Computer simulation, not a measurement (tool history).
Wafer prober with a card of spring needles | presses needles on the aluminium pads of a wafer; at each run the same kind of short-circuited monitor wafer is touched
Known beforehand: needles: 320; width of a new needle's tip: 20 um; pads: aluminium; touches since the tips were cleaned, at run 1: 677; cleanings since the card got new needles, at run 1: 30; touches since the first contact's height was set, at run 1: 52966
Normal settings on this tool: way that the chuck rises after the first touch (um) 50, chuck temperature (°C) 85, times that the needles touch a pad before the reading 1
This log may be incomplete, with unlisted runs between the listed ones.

run	hour	way that the chuck rises after the first touch (um)	chuck temperature (°C)	times that the needles touch a pad before the reading	touches since the tips were cleaned	cleanings since the card got new needles	touches since the first contact's height was set	resistance of one needle with its contact and lead (mohm)	way that a needle slides on the pad (um)
1	0.0	50	85	1	677	30	52966	277	7.13
2	4.6	50	85	1	3184	30	55473	309	7.12
# hour 12.0: tips cleaned on abrasive film
3	15.3	50	85	1	1841	31	61227	294	7.10
4	21.1	50	85	1	4953	31	64339	323	7.12
# hour 25.0: tips cleaned on abrasive film
5	28.6	50	85	1	1959	32	68355	298	7.09
6	34.4	50	85	1	5073	32	71469	326	7.09
# hour 38.4: tips cleaned on abrasive film
7	39.9	50	85	1	812	33	74424	275	7.05
8	46.4	49	85	1	4345	33	77957	319	6.95
# hour 51.6: tips cleaned on abrasive film
9	53.2	49	85	1	836	34	81565	276	6.91
10	61.0	49	85	1	5060	34	85789	330	6.90
# hour 64.7: tips cleaned on abrasive film
11	66.8	50	27	1	1164	35	88907	271	7.04
12	74.7	50	27	1	5430	35	93173	322	7.03
# hour 78.2: tips cleaned on abrasive film
13	83.3	50	27	1	2735	36	97764	293	7.00
14	87.8	50	27	1	5172	36	100201	321	7.00
# hour 91.7: tips cleaned on abrasive film
15	96.0	50	27	1	2331	37	104570	286	7.01
16	103.1	50	69	1	6211	37	108450	334	7.01
# hour 105.0: tips cleaned on abrasive film
17	112.1	34	85	1	3854	38	113252	411	4.63
18	117.1	57	64	1	6549	38	115947	308	8.00
# hour 118.1: tips cleaned on abrasive film
19	125.1	50	77	1	3764	39	120238	313	6.96
# hour 131.2: tips cleaned on abrasive film
20	135.8	40	40	1	2527	40	126016	329	5.50
21	141.4	40	32	3	5515	40	129004	291	5.50
# hour 144.7: tips cleaned on abrasive film
22	146.3	50	43	1	899	41	131650	269	6.91
23	151.0	50	85	1	3438	41	134189	319	6.92
# hour 158.1: tips cleaned on abrasive film
24	160.0	50	85	1	1033	42	139006	280	6.93
25	164.9	41	91	1	3694	42	141667	355	5.62
# hour 171.1: tips cleaned on abrasive film
26	171.1	37	91	1	0	43	144969	277	5.03
27	175.8	50	85	1	2545	43	147514	299	6.91
# hour 184.4: tips cleaned on abrasive film
28	184.4	50	85	1	0	44	152112	261	6.88
29	193.1	41	119	1	4715	44	156827	381	5.58
# hour 197.8: tips cleaned on abrasive film
30	199.3	40	52	2	857	45	160141	274	5.44
31	209.4	40	52	2	6321	45	165605	342	5.41
# hour 210.8: tips cleaned on abrasive film
32	214.1	40	52	2	1770	46	168086	295	5.39
33	218.7	40	52	1	4239	46	170555	373	5.41

Forecast each of these 5 alternatives for the next run:
# hour 223.9: tips cleaned on abrasive film
A	224.8	40	52	2	516	47	173834	?	?
# hour 223.9: tips cleaned on abrasive film
B	224.8	67	65	3	516	47	173834	?	?
# hour 223.9: tips cleaned on abrasive film
C	224.8	40	52	2	516	47	173834	?	?
# hour 223.9: tips cleaned on abrasive film
D	224.8	65	125	2	516	47	173834	?	?
# hour 223.9: tips cleaned on abrasive film
E	224.8	50	42	3	516	47	173834	?	?

run	resistance of one needle with its contact and lead (mohm)	way that a needle slides on the pad (um)
A	270	5.37
B	240	9.32
C	272	5.40
D	263	9.02
E	247	6.86
Had the tool no hidden state, the same runs would have come out as:
run	resistance of one needle with its contact and lead (mohm)	way that a needle slides on the pad (um)
A	244	5.80
B	233	9.74
C	246	5.83
D	252	9.44
E	236	7.28
